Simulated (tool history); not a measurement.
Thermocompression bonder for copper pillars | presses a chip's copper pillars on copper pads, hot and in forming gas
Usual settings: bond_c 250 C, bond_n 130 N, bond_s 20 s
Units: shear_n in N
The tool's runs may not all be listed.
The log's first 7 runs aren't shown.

run	hour	bond_c	bond_n	bond_s	hours of work since the heater was calibrated	hours of work since the force cell was calibrated	hours of work since the gas filter was changed	shear_n
8	53.6	250	130	20	249	787	227	46.6
9	62.6	250	130	20	256	793	233	45.8
10	69.2	250	165	20	260	798	238	54.2
11	74.4	250	130	20	264	801	241	46.2
12	84.4	250	130	20	271	808	248	46.7
13	92.9	250	130	20	277	814	254	47.9
14	99.8	250	127	20	282	819	259	45.7
15	106.0	250	166	20	286	823	263	53.8
16	116.3	250	158	20	293	831	270	52.3
17	123.8	250	158	20	298	836	276	52.7
18	132.6	245	130	55	305	842	282	59.0
19	142.3	248	93	20	311	849	289	35.5
20	149.4	254	151	19	316	854	294	53.6
21	155.5	254	130	17	321	858	298	46.5
22	164.6	254	130	17	327	864	304	46.8
23	174.1	254	130	17	334	871	311	46.8
24	181.1	235	130	16	339	876	316	32.9
# hour 182.7: forming gas filter changed
25	192.0	272	130	20	346	883	7	61.0
26	202.6	253	98	20	353	891	14	39.3
27	209.1	253	98	20	358	895	18	40.1
28	217.8	234	86	20	364	901	25	26.2
29	222.9	271	83	34	367	905	28	55.6
30	232.8	266	84	12	374	912	35	35.8
31	239.5	251	108	43	379	917	40	53.6
32	245.3	238	98	43	383	921	44	41.1

Forecast each of these 3 alternatives for the next run:
A	252.2	229	130	20	388	925	49	?
B	252.2	239	96	15	388	925	49	?
C	252.2	238	98	32	388	925	49	?

run	shear_n
A	32.5
B	27.2
C	36.3
Without the tool's hidden state the same runs would have given:
run	shear_n
A	32.3
B	27.1
C	36.2

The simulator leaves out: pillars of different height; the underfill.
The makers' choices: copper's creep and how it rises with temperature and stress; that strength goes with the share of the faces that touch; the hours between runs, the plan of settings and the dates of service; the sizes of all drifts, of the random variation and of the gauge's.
